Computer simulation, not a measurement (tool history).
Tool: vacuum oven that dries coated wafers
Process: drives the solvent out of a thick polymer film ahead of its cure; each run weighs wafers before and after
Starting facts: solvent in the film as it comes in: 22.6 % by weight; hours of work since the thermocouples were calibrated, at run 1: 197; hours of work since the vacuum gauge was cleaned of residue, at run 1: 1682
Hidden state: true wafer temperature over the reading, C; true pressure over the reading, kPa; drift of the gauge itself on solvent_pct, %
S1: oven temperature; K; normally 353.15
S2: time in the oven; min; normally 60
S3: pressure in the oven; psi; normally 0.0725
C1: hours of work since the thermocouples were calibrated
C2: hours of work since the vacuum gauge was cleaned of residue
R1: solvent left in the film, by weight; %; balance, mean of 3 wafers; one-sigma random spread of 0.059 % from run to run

run    hour      S1  S2      S3   C1    C2    R1
  1       0  353.15  60  0.0725  197  1682   3.7
  2    55.2  353.15  60  0.0725  228  1713  3.72
  3   155.2  353.15  60  0.0725  285  1770  3.73
  4   254.5  353.15  60  0.0725  341  1826  3.83
  5   299.5  353.15  40  0.0725  367  1852  6.26
  6   382.7  353.15  40  0.0725  414  1899  6.18
  7   433.1  353.15  40  0.0725  443  1928  6.57
  8   486.3  353.15  40  0.0725  473  1958  6.38
  9   572.1  353.15  40  0.0725  522  2006  6.34
 10   657.7  353.15  60  0.0725  570  2055  4.03
 11   705.6  353.15  97  0.0725  597  2082  2.03
 12   751.3  350.15  97  0.0725  623  2108  2.94
 13   838.9  353.15  60  0.0725  673  2158   4.1
 14   929.5  353.15  97  0.2724  724  2209  3.42
 15   997.7  359.15  95  0.0796  763  2248  1.08
 16  1092.7  349.15  69  0.2473  817  2301  6.66
 17  1167.9  349.15  69  0.2473  859  2344  6.66

Predict the results of run 18:
 18  1234.8  361.15  33  0.0725  897  2382   ?

R1: 4.04 %
On a tool with no hidden condition, and with the same random variation, this run would have come out at R1 3.06 %.
